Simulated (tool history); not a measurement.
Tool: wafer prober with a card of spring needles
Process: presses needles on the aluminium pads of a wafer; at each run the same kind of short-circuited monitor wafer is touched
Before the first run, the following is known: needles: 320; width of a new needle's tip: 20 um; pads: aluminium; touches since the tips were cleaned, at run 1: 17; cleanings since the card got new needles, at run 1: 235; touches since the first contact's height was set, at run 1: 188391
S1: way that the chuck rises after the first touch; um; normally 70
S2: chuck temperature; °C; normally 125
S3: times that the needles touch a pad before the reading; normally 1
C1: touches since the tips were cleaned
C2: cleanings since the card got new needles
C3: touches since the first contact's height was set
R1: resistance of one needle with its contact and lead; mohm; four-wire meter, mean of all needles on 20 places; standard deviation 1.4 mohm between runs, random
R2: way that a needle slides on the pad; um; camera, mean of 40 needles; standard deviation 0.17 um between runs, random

run	hour	S1	S2	S3	C1	C2	C3	R1	R2
1	0.0	70	125	1	17	235	188391	139	14.15
# hour 4.4: tips cleaned on abrasive film
# hour 6.9: height of the first contact set anew
# hour 9.2: tips cleaned on abrasive film
# hour 13.6: tips cleaned on abrasive film
# hour 19.1: tips cleaned on abrasive film
# hour 24.6: tips cleaned on abrasive film
# hour 29.0: tips cleaned on abrasive film
# hour 34.5: tips cleaned on abrasive film
# hour 39.0: tips cleaned on abrasive film
# hour 43.4: tips cleaned on abrasive film
2	46.6	70	125	1	1112	244	13520	235	16.41
# hour 48.8: tips cleaned on abrasive film
# hour 53.3: tips cleaned on abrasive film
# hour 57.7: tips cleaned on abrasive film
# hour 62.1: tips cleaned on abrasive film
# hour 66.5: tips cleaned on abrasive film
3	70.6	70	125	1	1418	249	21706	244	16.01
# hour 71.8: tips cleaned on abrasive film
# hour 76.2: tips cleaned on abrasive film
# hour 80.6: tips cleaned on abrasive film
# hour 85.1: tips cleaned on abrasive film
# hour 89.5: tips cleaned on abrasive film
# hour 95.0: tips cleaned on abrasive film
# hour 100.5: tips cleaned on abrasive film
# hour 106.0: tips cleaned on abrasive film
4	107.4	70	125	1	463	257	34201	181	16.34
# hour 110.7: tips cleaned on abrasive film
# hour 116.2: tips cleaned on abrasive film
# hour 121.7: tips cleaned on abrasive film
# hour 126.1: tips cleaned on abrasive film
5	129.2	70	125	1	1069	261	41663	221	16.00
# hour 131.5: tips cleaned on abrasive film
# hour 135.9: tips cleaned on abrasive film
# hour 140.3: tips cleaned on abrasive film
# hour 145.8: tips cleaned on abrasive film
# hour 150.3: tips cleaned on abrasive film
# hour 154.7: tips cleaned on abrasive film
# hour 159.1: tips cleaned on abrasive film
# hour 163.5: tips cleaned on abrasive film
# hour 169.0: tips cleaned on abrasive film
6	169.3	65	125	1	107	270	55307	154	14.43
# hour 173.8: tips cleaned on abrasive film
# hour 176.0: tips cleaned on abrasive film, once more
# hour 180.5: tips cleaned on abrasive film
# hour 184.9: tips cleaned on abrasive film
# hour 189.3: tips cleaned on abrasive film
# hour 193.7: tips cleaned on abrasive film
# hour 198.2: tips cleaned on abrasive film
# hour 202.6: tips cleaned on abrasive film
# hour 207.0: tips cleaned on abrasive film
7	210.5	65	125	1	1214	279	69305	277	14.34
# hour 211.7: tips cleaned on abrasive film
# hour 216.1: tips cleaned on abrasive film
# hour 221.6: tips cleaned on abrasive film
# hour 226.0: tips cleaned on abrasive film
# hour 230.5: tips cleaned on abrasive film
# hour 234.9: tips cleaned on abrasive film
8	235.3	70	125	1	129	285	77705	162	15.39
# hour 239.7: tips cleaned on abrasive film
# hour 244.1: tips cleaned on abrasive film
# hour 248.5: tips cleaned on abrasive film
# hour 253.0: tips cleaned on abrasive film
# hour 257.4: tips cleaned on abrasive film
9	261.6	70	125	1	1463	290	86687	280	15.28
# hour 262.8: tips cleaned on abrasive film
# hour 267.2: tips cleaned on abrasive film
# hour 271.6: tips cleaned on abrasive film
# hour 276.0: tips cleaned on abrasive film
# hour 280.5: tips cleaned on abrasive film
# hour 284.9: tips cleaned on abrasive film
# hour 289.3: tips cleaned on abrasive film
# hour 293.7: tips cleaned on abrasive film
# hour 298.2: tips cleaned on abrasive film
10	299.2	70	125	1	355	299	99450	186	15.30
# hour 303.6: tips cleaned on abrasive film
# hour 308.0: tips cleaned on abrasive film
# hour 313.5: tips cleaned on abrasive film
# hour 319.1: tips cleaned on abrasive film
11	321.0	70	125	1	672	303	106891	222	15.03
# hour 324.3: tips cleaned on abrasive film
# hour 328.8: tips cleaned on abrasive film
# hour 334.3: tips cleaned on abrasive film
# hour 339.8: tips cleaned on abrasive film
# hour 345.3: tips cleaned on abrasive film
# hour 349.7: tips cleaned on abrasive film
# hour 355.2: tips cleaned on abrasive film
# hour 359.6: tips cleaned on abrasive film
# hour 364.1: tips cleaned on abrasive film
# hour 368.5: tips cleaned on abrasive film
# hour 372.9: tips cleaned on abrasive film
12	373.0	70	93	1	43	314	124606	148	14.75
# hour 377.5: tips cleaned on abrasive film
# hour 381.9: tips cleaned on abrasive film
# hour 387.4: tips cleaned on abrasive film
# hour 391.8: tips cleaned on abrasive film
# hour 396.2: tips cleaned on abrasive film
# hour 401.8: tips cleaned on abrasive film
13	402.3	70	69	2	184	320	134569	148	14.75
# hour 406.7: tips cleaned on abrasive film
# hour 411.1: tips cleaned on abrasive film
# hour 415.6: tips cleaned on abrasive film
# hour 420.0: tips cleaned on abrasive film
# hour 424.4: tips cleaned on abrasive film
# hour 428.8: tips cleaned on abrasive film
14	431.5	84	51	2	914	326	144507	174	17.65
# hour 433.7: tips cleaned on abrasive film
# hour 438.1: tips cleaned on abrasive film
# hour 443.6: tips cleaned on abrasive film
# hour 448.1: tips cleaned on abrasive film
# hour 452.5: tips cleaned on abrasive film
# hour 456.9: tips cleaned on abrasive film
# hour 461.4: tips cleaned on abrasive film
# hour 465.8: tips cleaned on abrasive film
# hour 470.8: tips cleaned on abrasive film
15	470.8	84	51	2	0	335	157880	121	17.77
# hour 475.2: tips cleaned on abrasive film
# hour 479.7: tips cleaned on abrasive film
# hour 485.2: tips cleaned on abrasive film
# hour 490.7: tips cleaned on abrasive film
# hour 496.2: tips cleaned on abrasive film
# hour 500.6: tips cleaned on abrasive film
16	502.0	86	74	2	492	341	168523	158	17.98
# hour 505.4: tips cleaned on abrasive film
# hour 509.8: tips cleaned on abrasive film
# hour 514.2: tips cleaned on abrasive film
# hour 518.6: tips cleaned on abrasive film
# hour 523.1: tips cleaned on abrasive film
# hour 527.5: tips cleaned on abrasive film
# hour 531.9: tips cleaned on abrasive film
# hour 536.3: tips cleaned on abrasive film
# hour 541.8: tips cleaned on abrasive film
17	542.1	88	125	1	105	350	182163	147	18.28
# hour 546.6: tips cleaned on abrasive film
# hour 551.0: tips cleaned on abrasive film
# hour 555.4: tips cleaned on abrasive film
# hour 559.8: tips cleaned on abrasive film
# hour 564.3: tips cleaned on abrasive film
# hour 566.7: height of the first contact set anew
# hour 569.0: tips cleaned on abrasive film
# hour 573.4: tips cleaned on abrasive film
18	577.4	70	46	1	1387	357	3643	264	16.48
# hour 578.6: tips cleaned on abrasive film
# hour 583.0: tips cleaned on abrasive film
# hour 588.5: tips cleaned on abrasive film
# hour 592.9: tips cleaned on abrasive film
# hour 598.5: tips cleaned on abrasive film
# hour 604.0: tips cleaned on abrasive film
# hour 609.5: tips cleaned on abrasive film
# hour 613.9: tips cleaned on abrasive film
# hour 618.3: tips cleaned on abrasive film
# hour 622.7: tips cleaned on abrasive film
# hour 628.2: tips cleaned on abrasive film
19	629.5	52	26	2	419	368	21358	202	12.05

Entry by entry between the runs, the difference in hidden state between the last listed run before and the first listed run after:
From run 1 to run 2: tips cleaned on abrasive film (hour 4.4); height of the first contact set anew (hour 6.9); tips cleaned on abrasive film (hour 9.2); tips cleaned on abrasive film (hour 13.6); tips cleaned on abrasive film (hour 19.1); tips cleaned on abrasive film (hour 24.6); tips cleaned on abrasive film (hour 29.0); tips cleaned on abrasive film (hour 34.5); tips cleaned on abrasive film (hour 39.0); tips cleaned on abrasive film (hour 43.4)
  debris on the tips, nm: 4.4 -> 63.4; way that the needles fall short of the set height, um: 11.08 -> 0.73; tips' diameter, um: 27.66 -> 29.85
  difference, measured minus the result without the unlogged condition, R1: +19 -> +114 mohm; R2: -2.64 -> -0.17 um
From run 2 to run 3: tips cleaned on abrasive film (hour 48.8); tips cleaned on abrasive film (hour 53.3); tips cleaned on abrasive film (hour 57.7); tips cleaned on abrasive film (hour 62.1); tips cleaned on abrasive film (hour 66.5)
  debris on the tips, nm: 63.4 -> 70.1; way that the needles fall short of the set height, um: 0.73 -> 1.22; tips' diameter, um: 29.85 -> 30.02
  difference, measured minus the result without the unlogged condition, R1: +114 -> +125 mohm; R2: -0.17 -> -0.29 um
From run 3 to run 4: tips cleaned on abrasive film (hour 71.8); tips cleaned on abrasive film (hour 76.2); tips cleaned on abrasive film (hour 80.6); tips cleaned on abrasive film (hour 85.1); tips cleaned on abrasive film (hour 89.5); tips cleaned on abrasive film (hour 95.0); tips cleaned on abrasive film (hour 100.5); tips cleaned on abrasive film (hour 106.0)
  debris on the tips, nm: 70.1 -> 30; way that the needles fall short of the set height, um: 1.22 -> 1.9; tips' diameter, um: 30.02 -> 30.26
  difference, measured minus the result without the unlogged condition, R1: +125 -> +61 mohm; R2: -0.29 -> -0.46 um
From run 4 to run 5: tips cleaned on abrasive film (hour 110.7); tips cleaned on abrasive film (hour 116.2); tips cleaned on abrasive film (hour 121.7); tips cleaned on abrasive film (hour 126.1)
  debris on the tips, nm: 30 -> 53.9; way that the needles fall short of the set height, um: 1.9 -> 2.23; tips' diameter, um: 30.26 -> 30.38
  difference, measured minus the result without the unlogged condition, R1: +61 -> +103 mohm; R2: -0.46 -> -0.53 um
From run 5 to run 6: tips cleaned on abrasive film (hour 131.5); tips cleaned on abrasive film (hour 135.9); tips cleaned on abrasive film (hour 140.3); tips cleaned on abrasive film (hour 145.8); tips cleaned on abrasive film (hour 150.3); tips cleaned on abrasive film (hour 154.7); tips cleaned on abrasive film (hour 159.1); tips cleaned on abrasive film (hour 163.5); tips cleaned on abrasive film (hour 169.0)
  debris on the tips, nm: 53.9 -> 9.9; way that the needles fall short of the set height, um: 2.23 -> 3.21; tips' diameter, um: 30.38 -> 30.72
  difference, measured minus the result without the unlogged condition, R1: +103 -> +32 mohm; R2: -0.53 -> -0.76 um
From run 6 to run 7: tips cleaned on abrasive film (hour 173.8); tips cleaned on abrasive film, once more (hour 176.0); tips cleaned on abrasive film (hour 180.5); tips cleaned on abrasive film (hour 184.9); tips cleaned on abrasive film (hour 189.3); tips cleaned on abrasive film (hour 193.7); tips cleaned on abrasive film (hour 198.2); tips cleaned on abrasive film (hour 202.6); tips cleaned on abrasive film (hour 207.0)
  debris on the tips, nm: 9.9 -> 63.2; way that the needles fall short of the set height, um: 3.21 -> 3.96; tips' diameter, um: 30.72 -> 30.98
  difference, measured minus the result without the unlogged condition, R1: +32 -> +154 mohm; R2: -0.76 -> -0.93 um
From run 7 to run 8: tips cleaned on abrasive film (hour 211.7); tips cleaned on abrasive film (hour 216.1); tips cleaned on abrasive film (hour 221.6); tips cleaned on abrasive film (hour 226.0); tips cleaned on abrasive film (hour 230.5); tips cleaned on abrasive film (hour 234.9)
  debris on the tips, nm: 63.2 -> 16.8; way that the needles fall short of the set height, um: 3.96 -> 4.49; tips' diameter, um: 30.98 -> 31.17
  difference, measured minus the result without the unlogged condition, R1: +154 -> +43 mohm; R2: -0.93 -> -1.06 um
From run 8 to run 9: tips cleaned on abrasive film (hour 239.7); tips cleaned on abrasive film (hour 244.1); tips cleaned on abrasive film (hour 248.5); tips cleaned on abrasive film (hour 253.0); tips cleaned on abrasive film (hour 257.4)
  debris on the tips, nm: 16.8 -> 71.8; way that the needles fall short of the set height, um: 4.49 -> 4.97; tips' diameter, um: 31.17 -> 31.33
  difference, measured minus the result without the unlogged condition, R1: +43 -> +158 mohm; R2: -1.06 -> -1.16 um
From run 9 to run 10: tips cleaned on abrasive film (hour 262.8); tips cleaned on abrasive film (hour 267.2); tips cleaned on abrasive film (hour 271.6); tips cleaned on abrasive film (hour 276.0); tips cleaned on abrasive film (hour 280.5); tips cleaned on abrasive film (hour 284.9); tips cleaned on abrasive film (hour 289.3); tips cleaned on abrasive film (hour 293.7); tips cleaned on abrasive film (hour 298.2)
  debris on the tips, nm: 71.8 -> 25.2; way that the needles fall short of the set height, um: 4.97 -> 5.76; tips' diameter, um: 31.33 -> 31.61
  difference, measured minus the result without the unlogged condition, R1: +158 -> +64 mohm; R2: -1.16 -> -1.38 um
From run 10 to run 11: tips cleaned on abrasive film (hour 303.6); tips cleaned on abrasive film (hour 308.0); tips cleaned on abrasive film (hour 313.5); tips cleaned on abrasive film (hour 319.1)
  debris on the tips, nm: 25.2 -> 41.7; way that the needles fall short of the set height, um: 5.76 -> 6.14; tips' diameter, um: 31.61 -> 31.75
  difference, measured minus the result without the unlogged condition, R1: +64 -> +101 mohm; R2: -1.38 -> -1.46 um
From run 11 to run 12: tips cleaned on abrasive film (hour 324.3); tips cleaned on abrasive film (hour 328.8); tips cleaned on abrasive film (hour 334.3); tips cleaned on abrasive film (hour 339.8); tips cleaned on abrasive film (hour 345.3); tips cleaned on abrasive film (hour 349.7); tips cleaned on abrasive film (hour 355.2); tips cleaned on abrasive film (hour 359.6); tips cleaned on abrasive film (hour 364.1); tips cleaned on abrasive film (hour 368.5); tips cleaned on abrasive film (hour 372.9)
  debris on the tips, nm: 41.7 -> 7.9; way that the needles fall short of the set height, um: 6.14 -> 7.17; tips' diameter, um: 31.75 -> 32.11
  difference, measured minus the result without the unlogged condition, R1: +101 -> +30 mohm; R2: -1.46 -> -1.68 um
From run 12 to run 13: tips cleaned on abrasive film (hour 377.5); tips cleaned on abrasive film (hour 381.9); tips cleaned on abrasive film (hour 387.4); tips cleaned on abrasive film (hour 391.8); tips cleaned on abrasive film (hour 396.2); tips cleaned on abrasive film (hour 401.8)
  debris on the tips, nm: 7.9 -> 16.3; way that the needles fall short of the set height, um: 7.17 -> 7.72; tips' diameter, um: 32.11 -> 32.3
  difference, measured minus the result without the unlogged condition, R1: +30 -> +35 mohm; R2: -1.68 -> -1.82 um
From run 13 to run 14: tips cleaned on abrasive film (hour 406.7); tips cleaned on abrasive film (hour 411.1); tips cleaned on abrasive film (hour 415.6); tips cleaned on abrasive film (hour 420.0); tips cleaned on abrasive film (hour 424.4); tips cleaned on abrasive film (hour 428.8)
  debris on the tips, nm: 16.3 -> 49.3; way that the needles fall short of the set height, um: 7.72 -> 8.32; tips' diameter, um: 32.3 -> 32.51
  difference, measured minus the result without the unlogged condition, R1: +35 -> +64 mohm; R2: -1.82 -> -1.97 um
From run 14 to run 15: tips cleaned on abrasive film (hour 433.7); tips cleaned on abrasive film (hour 438.1); tips cleaned on abrasive film (hour 443.6); tips cleaned on abrasive film (hour 448.1); tips cleaned on abrasive film (hour 452.5); tips cleaned on abrasive film (hour 456.9); tips cleaned on abrasive film (hour 461.4); tips cleaned on abrasive film (hour 465.8); tips cleaned on abrasive film (hour 470.8)
  debris on the tips, nm: 49.3 -> 4.8; way that the needles fall short of the set height, um: 8.32 -> 9.15; tips' diameter, um: 32.51 -> 32.8
  difference, measured minus the result without the unlogged condition, R1: +64 -> +14 mohm; R2: -1.97 -> -2.16 um
From run 15 to run 16: tips cleaned on abrasive film (hour 475.2); tips cleaned on abrasive film (hour 479.7); tips cleaned on abrasive film (hour 485.2); tips cleaned on abrasive film (hour 490.7); tips cleaned on abrasive film (hour 496.2); tips cleaned on abrasive film (hour 500.6)
  debris on the tips, nm: 4.8 -> 34.2; way that the needles fall short of the set height, um: 9.15 -> 9.76; tips' diameter, um: 32.8 -> 33.01
  difference, measured minus the result without the unlogged condition, R1: +14 -> +46 mohm; R2: -2.16 -> -2.29 um
From run 16 to run 17: tips cleaned on abrasive film (hour 505.4); tips cleaned on abrasive film (hour 509.8); tips cleaned on abrasive film (hour 514.2); tips cleaned on abrasive film (hour 518.6); tips cleaned on abrasive film (hour 523.1); tips cleaned on abrasive film (hour 527.5); tips cleaned on abrasive film (hour 531.9); tips cleaned on abrasive film (hour 536.3); tips cleaned on abrasive film (hour 541.8)
  debris on the tips, nm: 34.2 -> 13; way that the needles fall short of the set height, um: 9.76 -> 10.59; tips' diameter, um: 33.01 -> 33.3
  difference, measured minus the result without the unlogged condition, R1: +46 -> +31 mohm; R2: -2.29 -> -2.52 um
From run 17 to run 18: tips cleaned on abrasive film (hour 546.6); tips cleaned on abrasive film (hour 551.0); tips cleaned on abrasive film (hour 555.4); tips cleaned on abrasive film (hour 559.8); tips cleaned on abrasive film (hour 564.3); height of the first contact set anew (hour 566.7); tips cleaned on abrasive film (hour 569.0); tips cleaned on abrasive film (hour 573.4)
  debris on the tips, nm: 13 -> 64.2; way that the needles fall short of the set height, um: 10.59 -> 0.18; tips' diameter, um: 33.3 -> 33.53
  difference, measured minus the result without the unlogged condition, R1: +31 -> +155 mohm; R2: -2.52 -> -0.04 um
From run 18 to run 19: tips cleaned on abrasive film (hour 578.6); tips cleaned on abrasive film (hour 583.0); tips cleaned on abrasive film (hour 588.5); tips cleaned on abrasive film (hour 592.9); tips cleaned on abrasive film (hour 598.5); tips cleaned on abrasive film (hour 604.0); tips cleaned on abrasive film (hour 609.5); tips cleaned on abrasive film (hour 613.9); tips cleaned on abrasive film (hour 618.3); tips cleaned on abrasive film (hour 622.7); tips cleaned on abrasive film (hour 628.2)
  debris on the tips, nm: 64.2 -> 29.1; way that the needles fall short of the set height, um: 0.18 -> 1.16; tips' diameter, um: 33.53 -> 33.87
  difference, measured minus the result without the unlogged condition, R1: +155 -> +90 mohm; R2: -0.04 -> -0.28 um
